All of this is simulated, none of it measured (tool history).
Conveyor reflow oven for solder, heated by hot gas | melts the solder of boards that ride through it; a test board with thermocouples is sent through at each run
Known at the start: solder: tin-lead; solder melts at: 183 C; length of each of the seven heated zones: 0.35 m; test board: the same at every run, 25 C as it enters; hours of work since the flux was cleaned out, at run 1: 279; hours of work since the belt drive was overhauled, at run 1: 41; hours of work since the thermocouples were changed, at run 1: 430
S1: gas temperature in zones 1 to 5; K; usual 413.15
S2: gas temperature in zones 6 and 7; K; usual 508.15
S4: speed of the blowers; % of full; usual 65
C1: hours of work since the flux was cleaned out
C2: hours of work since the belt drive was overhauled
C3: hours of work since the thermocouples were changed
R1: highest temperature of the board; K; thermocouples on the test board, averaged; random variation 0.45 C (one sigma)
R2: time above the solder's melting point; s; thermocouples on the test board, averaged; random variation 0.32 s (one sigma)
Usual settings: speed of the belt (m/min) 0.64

run 1 day=0 | S1=413.15 S2=508.15 speed_of_the_belt_(m/min)=0.64 S4=65 | C1=279 C2=41 C3=430 | R1=489.45 R2=49.8
run 2 day=0.342 | S1=413.15 S2=508.15 speed_of_the_belt_(m/min)=0.64 S4=65 | C1=284 C2=46 C3=435 | R1=490.65 R2=49.4
run 3 day=0.879 | S1=413.15 S2=508.15 speed_of_the_belt_(m/min)=0.64 S4=65 | C1=293 C2=55 C3=444 | R1=489.45 R2=49.9
run 4 day=1.417 | S1=413.15 S2=508.15 speed_of_the_belt_(m/min)=0.64 S4=56 | C1=302 C2=64 C3=453 | R1=487.25 R2=47.2
run 5 day=2 | S1=413.15 S2=508.15 speed_of_the_belt_(m/min)=0.64 S4=56 | C1=311 C2=73 C3=462 | R1=487.05 R2=47
run 6 day=2.533 | S1=413.15 S2=508.15 speed_of_the_belt_(m/min)=0.754 S4=56 | C1=320 C2=82 C3=471 | R1=481.15 R2=34.7
run 7 day=2.888 | S1=413.15 S2=508.15 speed_of_the_belt_(m/min)=0.64 S4=65 | C1=326 C2=88 C3=477 | R1=489.95 R2=49.5
run 8 day=3.579 | S1=413.15 S2=508.15 speed_of_the_belt_(m/min)=0.64 S4=65 | C1=337 C2=99 C3=488 | R1=489.95 R2=49.1
run 9 day=4.079 | S1=413.15 S2=508.15 speed_of_the_belt_(m/min)=0.64 S4=65 | C1=345 C2=107 C3=496 | R1=488.85 R2=48.9
run 10 day=4.592 | S1=413.15 S2=510.15 speed_of_the_belt_(m/min)=0.64 S4=65 | C1=354 C2=115 C3=505 | R1=491.75 R2=50.6
run 11 day=5.038 | S1=413.15 S2=510.15 speed_of_the_belt_(m/min)=0.64 S4=65 | C1=361 C2=123 C3=512 | R1=491.65 R2=49.7
run 12 day=5.558 | S1=413.15 S2=510.15 speed_of_the_belt_(m/min)=0.64 S4=65 | C1=369 C2=131 C3=520 | R1=491.75 R2=50.4
-- day=5.796 flux residue cleaned out of gas plates and filters
run 13 day=6.142 | S1=413.15 S2=501.15 speed_of_the_belt_(m/min)=0.531 S4=77 | C1=6 C2=137 C3=527 | R1=490.15 R2=61.7
run 14 day=6.696 | S1=423.15 S2=504.15 speed_of_the_belt_(m/min)=0.713 S4=73 | C1=15 C2=146 C3=536 | R1=486.85 R2=44.3
run 15 day=7.338 | S1=418.15 S2=508.15 speed_of_the_belt_(m/min)=0.677 S4=65 | C1=25 C2=157 C3=546 | R1=488.65 R2=46.7
run 16 day=7.996 | S1=413.15 S2=510.15 speed_of_the_belt_(m/min)=0.525 S4=65 | C1=36 C2=167 C3=557 | R1=496.65 R2=66.1
-- day=8.479 flux residue cleaned out of gas plates and filters, once more
run 17 day=8.646 | S1=413.15 S2=508.15 speed_of_the_belt_(m/min)=0.665 S4=65 | C1=3 C2=175 C3=564 | R1=489.75 R2=48.3
run 18 day=8.992 | S1=413.15 S2=508.15 speed_of_the_belt_(m/min)=0.665 S4=65 | C1=8 C2=180 C3=570 | R1=490.25 R2=47.8
run 19 day=9.3 | S1=420.15 S2=508.15 speed_of_the_belt_(m/min)=0.64 S4=52 | C1=13 C2=185 C3=575 | R1=487.85 R2=50.6
run 20 day=9.596 | S1=410.15 S2=508.15 speed_of_the_belt_(m/min)=0.64 S4=65 | C1=18 C2=190 C3=579 | R1=490.75 R2=49.5
run 21 day=10.183 | S1=403.15 S2=503.15 speed_of_the_belt_(m/min)=0.696 S4=87 | C1=28 C2=200 C3=589 | R1=488.05 R2=42.6
run 22 day=10.754 | S1=403.15 S2=503.15 speed_of_the_belt_(m/min)=0.696 S4=87 | C1=37 C2=209 C3=598 | R1=487.35 R2=42.1

How the hidden state differs across the entries between the runs, from the last listed run before each to the first after it:
Between runs 12 and 13: flux residue cleaned out of gas plates and filters (day 5.796)
  heat that the gas passes to the board, % of a clean oven's: 91.4 -> 88.6; belt's true speed, % of the reading: 99.88 -> 99.87; true gas temperature in zones 6 and 7 over the reading, C: -1.63 -> -1.65
  measured less the result without the state, R1: -3.2 -> -3.4 K; R2: -2.2 -> -2.8 s
Between runs 16 and 17: flux residue cleaned out of gas plates and filters, once more (day 8.479)
  heat that the gas passes to the board, % of a clean oven's: 87.9 -> 99.7; belt's true speed, % of the reading: 99.83 -> 99.82; true gas temperature in zones 6 and 7 over the reading, C: -1.76 -> -1.79
  measured less the result without the state, R1: -3.6 -> -1.5 K; R2: -2.3 -> -0.9 s

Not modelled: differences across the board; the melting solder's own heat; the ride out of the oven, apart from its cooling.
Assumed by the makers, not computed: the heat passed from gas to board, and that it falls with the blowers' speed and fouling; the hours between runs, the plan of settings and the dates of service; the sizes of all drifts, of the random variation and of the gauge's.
